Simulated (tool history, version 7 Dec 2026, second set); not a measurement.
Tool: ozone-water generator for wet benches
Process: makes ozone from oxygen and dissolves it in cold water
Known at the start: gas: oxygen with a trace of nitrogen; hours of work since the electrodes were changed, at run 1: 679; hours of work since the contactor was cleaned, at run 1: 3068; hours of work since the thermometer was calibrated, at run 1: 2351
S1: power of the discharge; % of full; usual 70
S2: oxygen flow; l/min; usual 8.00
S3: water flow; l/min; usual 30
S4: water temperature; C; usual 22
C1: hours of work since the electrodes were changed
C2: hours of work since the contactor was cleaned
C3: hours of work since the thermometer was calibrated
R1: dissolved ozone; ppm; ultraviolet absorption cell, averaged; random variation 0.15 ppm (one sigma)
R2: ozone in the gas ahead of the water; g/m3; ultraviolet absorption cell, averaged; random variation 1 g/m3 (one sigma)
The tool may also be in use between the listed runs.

| run | hour | S1 | S2 | S3 | S4 | C1 | C2 | C3 | R1 | R2 |
|---|---|---|---|---|---|---|---|---|---|---|
| 1 | 0.0 | 70 | 8.00 | 30 | 22 | 679 | 3068 | 2351 | 18.7 | 179.7 |
| 2 | 60.4 | 70 | 8.00 | 30 | 22 | 722 | 3111 | 2394 | 18.6 | 179.5 |
| 3 | 103.7 | 70 | 8.00 | 18 | 22 | 752 | 3141 | 2425 | 25.4 | 180.2 |
| 4 | 144.5 | 70 | 8.00 | 18 | 22 | 781 | 3170 | 2454 | 25.5 | 177.4 |
| 5 | 181.4 | 70 | 8.00 | 18 | 22 | 807 | 3197 | 2480 | 25.5 | 179.6 |
| 6 | 241.3 | 70 | 8.00 | 18 | 22 | 850 | 3239 | 2522 | 25.3 | 177.5 |
| 7 | 280.8 | 86 | 8.00 | 18 | 22 | 878 | 3267 | 2550 | 28.7 | 201.9 |
| 8 | 314.1 | 86 | 8.00 | 18 | 22 | 901 | 3291 | 2574 | 28.4 | 202.5 |
|  | 361.8 | water thermometer calibrated |
| 9 | 361.8 | 86 | 8.00 | 18 | 22 | 935 | 3324 | 0 | 29.0 | 201.7 |
| 10 | 390.6 | 86 | 8.00 | 18 | 22 | 955 | 3344 | 20 | 28.9 | 201.4 |
| 11 | 418.5 | 86 | 8.00 | 18 | 22 | 975 | 3364 | 40 | 28.7 | 200.7 |
| 12 | 463.5 | 70 | 8.00 | 27 | 26 | 1007 | 3396 | 72 | 19.0 | 176.1 |
| 13 | 511.4 | 48 | 5.17 | 27 | 20 | 1041 | 3430 | 106 | 16.0 | 176.3 |
| 14 | 572.7 | 42 | 14.24 | 20 | 22 | 1084 | 3473 | 149 | 16.4 | 99.5 |
| 15 | 616.7 | 42 | 14.24 | 20 | 22 | 1116 | 3505 | 181 | 16.5 | 98.3 |
| 16 | 670.9 | 42 | 14.24 | 20 | 22 | 1154 | 3543 | 219 | 16.2 | 99.5 |
|  | 699.2 | contactor cleaned |
| 17 | 709.7 | 80 | 9.80 | 37 | 20 | 1179 | 7 | 244 | 18.7 | 172.2 |
| 18 | 744.4 | 82 | 7.56 | 37 | 20 | 1203 | 32 | 268 | 18.3 | 198.1 |
| 19 | 798.3 | 82 | 7.56 | 37 | 20 | 1241 | 70 | 306 | 18.3 | 198.4 |

3 ways to go on from here, each from the tool as it stands after run 19. What would each give?
| A | 836.1 | 70 | 5.04 | 22 | 20 | 1268 | 97 | 333 | ? | ? |
| B | 836.1 | 70 | 8.00 | 22 | 22 | 1268 | 97 | 333 | ? | ? |
| C | 836.1 | 74 | 8.47 | 30 | 27 | 1268 | 97 | 333 | ? | ? |

| run | R1 | R2 |
|---|---|---|
| A | 23.4 | 219.6 |
| B | 23.1 | 177.6 |
| C | 18.1 | 175.0 |
Without the tool's hidden state the same runs would have given:
| run | R1 | R2 |
|---|---|---|
| A | 24.4 | 228.0 |
| B | 24.1 | 184.3 |
| C | 18.9 | 181.9 |
